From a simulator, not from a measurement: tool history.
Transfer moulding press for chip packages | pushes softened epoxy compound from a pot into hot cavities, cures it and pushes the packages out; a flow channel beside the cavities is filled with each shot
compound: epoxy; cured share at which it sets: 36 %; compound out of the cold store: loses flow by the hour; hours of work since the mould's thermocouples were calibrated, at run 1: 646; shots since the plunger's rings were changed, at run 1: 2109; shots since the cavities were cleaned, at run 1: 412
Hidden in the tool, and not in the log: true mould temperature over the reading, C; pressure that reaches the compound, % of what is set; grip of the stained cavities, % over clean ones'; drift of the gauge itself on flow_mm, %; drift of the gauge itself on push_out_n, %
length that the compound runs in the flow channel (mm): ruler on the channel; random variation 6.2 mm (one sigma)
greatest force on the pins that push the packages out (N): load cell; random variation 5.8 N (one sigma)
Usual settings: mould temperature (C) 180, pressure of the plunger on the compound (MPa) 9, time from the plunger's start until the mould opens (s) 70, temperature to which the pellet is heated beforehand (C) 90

run    hour  mould temperature (C)  pressure of the plunger on the compound (MPa)  time from the plunger's start until the mould opens (s)  temperature to which the pellet is heated beforehand (C)  hours of work since the mould's thermocouples were calibrated  shots since the plunger's rings were changed  shots since the cavities were cleaned  incoming compound's hours out of the cold store  length that the compound runs in the flow channel (mm)  greatest force on the pins that push the packages out (N)
  1       0                    180                                              9                                                       70                                                        90                                                            646                                          2109                                    412                                             42.4                                                     833                                                        272
       21.4  -- cavities cleaned with cleaning compound and waxed
  2    44.1                    180                                              9                                                       70                                                        90                                                            667                                          2632                                    278                                             42.1                                                     826                                                        234
       77.3  -- cavities cleaned with cleaning compound and waxed
  3    97.2                    180                                           8.43                                                       70                                                        90                                                            693                                          3266                                    244                                               43                                                     787                                                        248
      133.7  -- cavities cleaned with cleaning compound and waxed
  4   160.9                    180                                              9                                                       70                                                        85                                                            724                                          4031                                    334                                             12.4                                                     936                                                        270
      188.1  -- plunger's sealing rings changed
      189.6  -- cavities cleaned with cleaning compound and waxed
  5   213.8                    180                                              9                                                       70                                                        85                                                            748                                           297                                    297                                             30.3                                                     910                                                        254
      241.6  -- cavities cleaned with cleaning compound and waxed
  6   267.8                    180                                              9                                                       70                                                        85                                                            774                                           942                                    322                                             15.7                                                     981                                                        279
        301  -- cavities cleaned with cleaning compound and waxed
  7   319.2                    180                                              9                                                       70                                                        81                                                            799                                          1555                                    224                                               40                                                     840                                                        246
      354.2  -- cavities cleaned with cleaning compound and waxed
  8   361.4                    180                                              9                                                       70                                                        81                                                            820                                          2055                                     89                                             23.9                                                     909                                                        227
  9   398.3                    180                                              9                                                       59                                                        90                                                            838                                          2509                                    543                                             20.3                                                     925                                                        368
      411.9  -- cavities cleaned with cleaning compound and waxed
      421.2  -- mould's thermocouples calibrated
      467.4  -- cavities cleaned with cleaning compound and waxed
 10   483.8                    180                                              9                                                       70                                                        90                                                             31                                          3497                                    201                                             30.7                                                     867                                                        236
      520.1  -- cavities cleaned with cleaning compound and waxed
 11   522.1                    180                                              9                                                       70                                                        90                                                             49                                          3950                                     25                                             32.1                                                     852                                                        221
      557.9  -- plunger's sealing rings changed
      575.4  -- cavities cleaned with cleaning compound and waxed
 12   604.5                    180                                              9                                                       70                                                        90                                                             88                                           554                                    357                                             23.9                                                     935                                                        271
      634.2  -- cavities cleaned with cleaning compound and waxed
 13   683.7                    180                                              9                                                       70                                                        90                                                            127                                          1508                                    607                                             27.5                                                     913                                                        289
        689  -- cavities cleaned with cleaning compound and waxed
      742.8  -- cavities cleaned with cleaning compound and waxed
 14   763.9                    180                                              9                                                       70                                                        90                                                            166                                          2457                                    259                                             32.3                                                     867                                                        266
        798  -- cavities cleaned with cleaning compound and waxed
 15   821.2                    180                                           7.15                                                       77                                                        96                                                            194                                          3143                                    285                                             33.8                                                     766                                                        236
      852.6  -- cavities cleaned with cleaning compound and waxed
 16   868.1                    180                                           7.15                                                       77                                                        96                                                            216                                          3701                                    191                                             32.5                                                     758                                                        233
      910.6  -- cavities cleaned with cleaning compound and waxed
      923.5  -- plunger's sealing rings changed
 17   947.4                    180                                           7.15                                                       77                                                        96                                                            254                                           293                                    421                                             17.8                                                     873                                                        268
      968.2  -- cavities cleaned with cleaning compound and waxed
 18  1012.9                    180                                          10.71                                                       96                                                        96                                                            286                                          1080                                    550                                             28.1                                                     996                                                        246
     1025.7  -- cavities cleaned with cleaning compound and waxed
 19  1074.5                    180                                          10.71                                                       96                                                        96                                                            316                                          1818                                    599                                             23.7                                                    1006                                                        246
     1080.8  -- cavities cleaned with cleaning compound and waxed
     1132.7  -- cavities cleaned with cleaning compound and waxed
 20  1132.7                    180                                           9.73                                                       83                                                        96                                                            344                                          2496                                      0                                             45.8                                                     840                                                        180
     1186.1  -- cavities cleaned with cleaning compound and waxed
 21  1199.3                    186                                          10.21                                                       67                                                        86                                                            376                                          3297                                    162                                             20.3                                                     934                                                        219

Forecast each of these 5 alternatives for the next run:
     1239.4  -- cavities cleaned with cleaning compound and waxed
  A  1277.4                    185                                           8.84                                                       67                                                        86                                                            414                                          4238                                    467                                             22.2                                                       ?                                                          ?
     1239.4  -- cavities cleaned with cleaning compound and waxed
  B  1277.4                    179                                          10.21                                                      101                                                        83                                                            414                                          4238                                    467                                             47.2                                                       ?                                                          ?
     1239.4  -- cavities cleaned with cleaning compound and waxed
  C  1277.4                    186                                           8.86                                                       62                                                        86                                                            414                                          4238                                    467                                             42.5                                                       ?                                                          ?
     1239.4  -- cavities cleaned with cleaning compound and waxed
  D  1277.4                    180                                              9                                                      109                                                        90                                                            414                                          4238                                    467                                             15.3                                                       ?                                                          ?
     1239.4  -- cavities cleaned with cleaning compound and waxed
  E  1277.4                    180                                          10.86                                                       70                                                        90                                                            414                                          4238                                    467                                             21.9                                                       ?                                                          ?

run  length that the compound runs in the flow channel (mm)  greatest force on the pins that push the packages out (N)
  A                                                     859                                                        255
  B                                                     835                                                        245
  C                                                     773                                                        259
  D                                                     932                                                        245
  E                                                     990                                                        281
Without the tool's hidden state the same runs would have given:
run  length that the compound runs in the flow channel (mm)  greatest force on the pins that push the packages out (N)
  A                                                     929                                                        194
  B                                                     903                                                        182
  C                                                     835                                                        196
  D                                                    1008                                                        183
  E                                                    1071                                                        216
